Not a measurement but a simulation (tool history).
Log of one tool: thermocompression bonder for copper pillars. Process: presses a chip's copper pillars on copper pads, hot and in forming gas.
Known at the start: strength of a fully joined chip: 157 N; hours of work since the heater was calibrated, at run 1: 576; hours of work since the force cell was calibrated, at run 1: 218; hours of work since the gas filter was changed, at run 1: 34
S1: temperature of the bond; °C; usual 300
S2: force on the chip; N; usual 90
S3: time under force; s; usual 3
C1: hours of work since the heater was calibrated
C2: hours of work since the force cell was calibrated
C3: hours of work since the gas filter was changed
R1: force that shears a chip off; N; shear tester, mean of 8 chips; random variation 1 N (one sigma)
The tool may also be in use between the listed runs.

{"run": 1, "hour": 0.0, "S1": 300, "S2": 90, "S3": 3, "C1": 576, "C2": 218, "C3": 34, "R1": 104.4}
{"run": 2, "hour": 8.5, "S1": 300, "S2": 90, "S3": 3, "C1": 582, "C2": 224, "C3": 41, "R1": 104.0}
{"run": 3, "hour": 15.8, "S1": 300, "S2": 90, "S3": 3, "C1": 587, "C2": 229, "C3": 46, "R1": 104.0}
{"run": 4, "hour": 23.0, "S1": 300, "S2": 90, "S3": 3, "C1": 592, "C2": 234, "C3": 51, "R1": 104.8}
{"run": 5, "hour": 32.5, "S1": 300, "S2": 90, "S3": 3, "C1": 599, "C2": 241, "C3": 58, "R1": 105.7}
{"run": 6, "hour": 41.2, "S1": 300, "S2": 90, "S3": 3, "C1": 606, "C2": 247, "C3": 64, "R1": 106.2}
{"run": 7, "hour": 45.6, "S1": 300, "S2": 90, "S3": 4, "C1": 609, "C2": 251, "C3": 67, "R1": 116.6}
{"run": 8, "hour": 54.7, "S1": 300, "S2": 90, "S3": 9, "C1": 615, "C2": 257, "C3": 74, "R1": 133.6}
{"run": 9, "hour": 59.9, "S1": 300, "S2": 108, "S3": 9, "C1": 619, "C2": 261, "C3": 78, "R1": 137.2}
{"run": 10, "hour": 70.2, "S1": 300, "S2": 90, "S3": 5, "C1": 627, "C2": 268, "C3": 85, "R1": 121.3}
{"run": 11, "hour": 77.1, "S1": 300, "S2": 90, "S3": 5, "C1": 632, "C2": 273, "C3": 90, "R1": 116.9}
{"run": 12, "hour": 85.9, "S1": 300, "S2": 90, "S3": 3, "C1": 638, "C2": 280, "C3": 97, "R1": 105.6}
{"run": 13, "hour": 90.9, "S1": 300, "S2": 90, "S3": 3, "C1": 642, "C2": 283, "C3": 100, "R1": 106.8}
{"run": 14, "hour": 97.4, "S1": 300, "S2": 90, "S3": 3, "C1": 646, "C2": 288, "C3": 105, "R1": 105.1}
{"run": 15, "hour": 104.2, "S1": 300, "S2": 90, "S3": 3, "C1": 651, "C2": 293, "C3": 110, "R1": 105.2}
{"run": 16, "hour": 110.6, "S1": 300, "S2": 90, "S3": 3, "C1": 656, "C2": 298, "C3": 114, "R1": 107.7}
{"run": 17, "hour": 119.9, "S1": 272, "S2": 98, "S3": 3, "C1": 663, "C2": 304, "C3": 121, "R1": 84.4}
{"run": 18, "hour": 129.3, "S1": 272, "S2": 98, "S3": 3, "C1": 669, "C2": 311, "C3": 128, "R1": 84.4}
{"run": 19, "hour": 139.5, "S1": 323, "S2": 130, "S3": 6, "C1": 677, "C2": 319, "C3": 135, "R1": 145.4}
{"run": 20, "hour": 148.7, "S1": 281, "S2": 116, "S3": 2, "C1": 683, "C2": 325, "C3": 142, "R1": 86.5}
{"run": 21, "hour": 153.2, "S1": 281, "S2": 116, "S3": 2, "C1": 687, "C2": 328, "C3": 145, "R1": 87.1}
{"run": 22, "hour": 162.2, "S1": 315, "S2": 130, "S3": 7, "C1": 693, "C2": 335, "C3": 152, "R1": 145.9}
{"run": 23, "hour": 166.6, "S1": 300, "S2": 90, "S3": 5, "C1": 696, "C2": 338, "C3": 155, "R1": 117.6}

5 ways to go on from here, each from the tool as it stands after run 23. What would each give?
{"run": "A", "hour": 174.4, "S1": 300, "S2": 88, "S3": 2, "C1": 702, "C2": 344, "C3": 161, "R1": "?"}
{"run": "B", "hour": 174.4, "S1": 300, "S2": 90, "S3": 2, "C1": 702, "C2": 344, "C3": 161, "R1": "?"}
{"run": "C", "hour": 174.4, "S1": 300, "S2": 78, "S3": 3, "C1": 702, "C2": 344, "C3": 161, "R1": "?"}
{"run": "D", "hour": 174.4, "S1": 300, "S2": 131, "S3": 2, "C1": 702, "C2": 344, "C3": 161, "R1": "?"}
{"run": "E", "hour": 174.4, "S1": 317, "S2": 90, "S3": 5, "C1": 702, "C2": 344, "C3": 161, "R1": "?"}

run=A R1=93.5
run=B R1=93.7
run=C R1=100.5
run=D R1=106.6
run=E R1=132.9
Without the tool's hidden state the same runs would have given:
run=A R1=93.7
run=B R1=94.0
run=C R1=100.8
run=D R1=106.9
run=E R1=133.2
